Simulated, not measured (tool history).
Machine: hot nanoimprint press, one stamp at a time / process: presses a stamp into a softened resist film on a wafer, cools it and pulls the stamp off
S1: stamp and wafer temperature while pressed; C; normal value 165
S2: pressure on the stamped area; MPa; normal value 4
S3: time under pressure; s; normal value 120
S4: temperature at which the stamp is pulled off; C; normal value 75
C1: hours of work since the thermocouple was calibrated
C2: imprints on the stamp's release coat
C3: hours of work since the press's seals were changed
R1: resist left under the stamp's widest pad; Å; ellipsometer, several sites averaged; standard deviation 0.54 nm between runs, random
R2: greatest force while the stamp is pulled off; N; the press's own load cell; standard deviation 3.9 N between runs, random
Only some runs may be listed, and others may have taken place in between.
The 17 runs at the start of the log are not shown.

run 18 hour=170.3 | S1=170 S2=5.74 S3=159 S4=61 | C1=121 C2=823 C3=449 | R1=821 R2=273
run 19 hour=178.7 | S1=174 S2=4.92 S3=229 S4=65 | C1=126 C2=855 C3=455 | R1=612 R2=254
run 20 hour=190.8 | S1=163 S2=3.72 S3=229 S4=65 | C1=135 C2=902 C3=463 | R1=1162 R2=244
run 21 hour=205.2 | S1=165 S2=2.79 S3=183 S4=74 | C1=145 C2=958 C3=473 | R1=1302 R2=203
run 22 hour=216.5 | S1=165 S2=2.79 S3=183 S4=74 | C1=153 C2=1001 C3=481 | R1=1298 R2=198
run 23 hour=226.2 | S1=165 S2=2.79 S3=183 S4=74 | C1=160 C2=1039 C3=488 | R1=1293 R2=204
run 24 hour=232.8 | S1=163 S2=4.95 S3=120 S4=76 | C1=165 C2=1064 C3=493 | R1=1332 R2=194
run 25 hour=239.9 | S1=164 S2=5.55 S3=120 S4=75 | C1=170 C2=1091 C3=498 | R1=1220 R2=198
run 26 hour=252.6 | S1=157 S2=4 S3=235 S4=64 | C1=179 C2=1140 C3=507 | R1=1458 R2=254
run 27 hour=266.2 | S1=165 S2=4.92 S3=120 S4=62 | C1=188 C2=1193 C3=516 | R1=1223 R2=264
run 28 hour=273.4 | S1=154 S2=2.55 S3=86 S4=75 | C1=193 C2=1220 C3=521 | R1=2183 R2=196
run 29 hour=287.6 | S1=154 S2=2.55 S3=86 S4=75 | C1=203 C2=1275 C3=531 | R1=2200 R2=204
run 30 hour=295.7 | S1=163 S2=2.62 S3=105 S4=64 | C1=209 C2=1306 C3=537 | R1=1692 R2=255

Here are 3 independent what-if runs from the current tool condition. What would each one return?
run A hour=309.4 | S1=168 S2=2.62 S3=105 S4=65 | C1=219 C2=1359 C3=547 | R1=? R2=?
run B hour=309.4 | S1=165 S2=3.37 S3=120 S4=75 | C1=219 C2=1359 C3=547 | R1=? R2=?
run C hour=309.4 | S1=165 S2=5.91 S3=105 S4=76 | C1=219 C2=1359 C3=547 | R1=? R2=?

run=A R1=1439 R2=253
run=B R1=1413 R2=191
run=C R1=1210 R2=193
Stripped of hidden state, with their random variation kept, the same runs would have yielded:
run=A R1=1438 R2=250
run=B R1=1412 R2=188
run=C R1=1208 R2=191
